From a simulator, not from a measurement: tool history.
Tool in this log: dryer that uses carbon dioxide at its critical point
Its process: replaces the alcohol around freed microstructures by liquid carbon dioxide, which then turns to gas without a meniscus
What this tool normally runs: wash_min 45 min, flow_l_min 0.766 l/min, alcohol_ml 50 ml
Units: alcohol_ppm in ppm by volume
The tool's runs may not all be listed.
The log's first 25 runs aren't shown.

run   hour  wash_min  flow_l_min  alcohol_ml  hours of work since the filter was changed  hours of work since the purifier's bed was changed  alcohol_ppm
 26  414.6        45       0.524          76                                         125                                                 507          540
 27    428        45       0.524          76                                         134                                                 516          524
 28  441.7        45       0.524          76                                         143                                                 525          542
     455.5  -- purifier's bed changed
 29  461.8        29       0.816          30                                         155                                                   4          109
 30    477        45       0.512          50                                         165                                                  14          203
 31  491.6        50       0.493          50                                         175                                                  24          168
 32  501.8        50       0.493          50                                         181                                                  31          160
 33  516.3        50       0.493          50                                         191                                                  41          176
 34  527.2        40       0.642          69                                         198                                                  48          205
 35  550.7        35       1.173          85                                         214                                                  64           48
 36  561.1        35       1.173          85                                         221                                                  71           53
 37  584.8        51       1.247          50                                         237                                                  86           66
 38  608.2        51       1.247          50                                         252                                                 102           52
 39  618.6        40        0.76          36                                         259                                                 109          105
 40    629        43       0.766          65                                         266                                                 116          124
 41  651.3        58       1.075          44                                         281                                                 131           68
 42  668.7        45       1.109          50                                         293                                                 142           86
 43  682.7        45       1.109          50                                         302                                                 152           88
 44  694.3        45        0.51          50                                         310                                                 159          320
 45  715.8        33       1.264          77                                         324                                                 174          120
 46  738.8        62       0.895          23                                         340                                                 189          106
 47    761        62       1.034          92                                         354                                                 204          125

Below are 3 alternative next runs, each starting from the tool's condition after run 47. Predict each:
  A  783.4        53       1.144          55                                         369                                                 219            ?
  B  783.4        29       0.766         100                                         369                                                 219            ?
  C  783.4        29       1.034          92                                         369                                                 219            ?

run  alcohol_ppm
  A          128
  B          719
  C          272
Without the tool's unlogged condition, the same runs would have read:
run  alcohol_ppm
  A           12
  B          338
  C           73
